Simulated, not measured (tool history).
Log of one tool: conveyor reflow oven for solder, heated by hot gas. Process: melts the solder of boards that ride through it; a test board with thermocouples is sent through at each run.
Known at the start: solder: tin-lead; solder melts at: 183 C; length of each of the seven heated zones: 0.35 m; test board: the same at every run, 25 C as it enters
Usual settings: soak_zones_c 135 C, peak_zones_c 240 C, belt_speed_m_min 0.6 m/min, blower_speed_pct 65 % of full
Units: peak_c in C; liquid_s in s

Run 1, day 0: usual settings. Result: peak_c 212.9 C, liquid_s 47 s.
Run 2, day 0.538: usual settings. Result: peak_c 213 C, liquid_s 47 s.
Run 3, day 1.008: usual settings. Result: peak_c 212.9 C, liquid_s 46.8 s.
Run 4, day 1.417: usual settings. Result: peak_c 212.8 C, liquid_s 46.6 s.
Run 5, day 2.05: usual settings but soak_zones_c 141 C. Result: peak_c 214.5 C, liquid_s 49.7 s.
Run 6, day 2.479: usual settings but blower_speed_pct 89 % of full. Result: peak_c 218.4 C, liquid_s 52 s.
Run 7, day 3.171: usual settings. Result: peak_c 213 C, liquid_s 46.4 s.
Run 8, day 3.796: usual settings but belt_speed_m_min 0.649 m/min. Result: peak_c 209.1 C, liquid_s 39.9 s.
At day 4.004: belt drive overhauled, speed set with a stopwatch.
At day 4.45: flux residue cleaned out of gas plates and filters.
Run 9, day 4.696: usual settings but soak_zones_c 124 C, peak_zones_c 245 C, belt_speed_m_min 0.488 m/min, blower_speed_pct 60 % of full. Result: peak_c 222.7 C, liquid_s 64 s.
Run 10, day 5.4: usual settings but soak_zones_c 126 C, peak_zones_c 245 C, belt_speed_m_min 0.488 m/min, blower_speed_pct 60 % of full. Result: peak_c 222.8 C, liquid_s 64.9 s.
At day 6.088: belt drive overhauled, speed set with a stopwatch, once more.
Run 11, day 6.225: usual settings but blower_speed_pct 83 % of full. Result: peak_c 217.8 C, liquid_s 51.2 s.
Run 12, day 6.654: usual settings but soak_zones_c 140 C, belt_speed_m_min 0.656 m/min. Result: peak_c 211 C, liquid_s 41.8 s.
Run 13, day 7.067: usual settings but peak_zones_c 254 C, belt_speed_m_min 0.622 m/min, blower_speed_pct 51 % of full. Result: peak_c 217 C, liquid_s 47.6 s.
Run 14, day 7.45: usual settings but soak_zones_c 148 C, peak_zones_c 235 C. Result: peak_c 213 C, liquid_s 51 s.
Run 15, day 7.842: usual settings but peak_zones_c 237 C, blower_speed_pct 79 % of full. Result: peak_c 214.4 C, liquid_s 48.4 s.
Run 16, day 8.312: usual settings but peak_zones_c 237 C, blower_speed_pct 79 % of full. Result: peak_c 214.5 C, liquid_s 48.3 s.

Hidden state or all else? Some run-to-run changes of peak_c, split into what the settings, what came in and random variation would give without the hidden state, and what is left for the hidden state (with any gauge scatter that isn't in both results):
The hidden state here: heat that the gas passes to the board, % of a clean oven's; belt's true speed, % of the reading; true gas temperature in zones 6 and 7 over the reading, C; drift of the gauge itself on peak_c, C; drift of the gauge itself on liquid_s, %.
Run 8 -> 9: soak_zones_c 135 -> 124, peak_zones_c 240 -> 245, belt_speed_m_min 0.649 -> 0.488, blower_speed_pct 65 -> 60, belt drive overhauled, speed set with a stopwatch, flux residue cleaned out of gas plates and filters. peak_c +13.6 C: hidden state +1.4, all else +12.2.

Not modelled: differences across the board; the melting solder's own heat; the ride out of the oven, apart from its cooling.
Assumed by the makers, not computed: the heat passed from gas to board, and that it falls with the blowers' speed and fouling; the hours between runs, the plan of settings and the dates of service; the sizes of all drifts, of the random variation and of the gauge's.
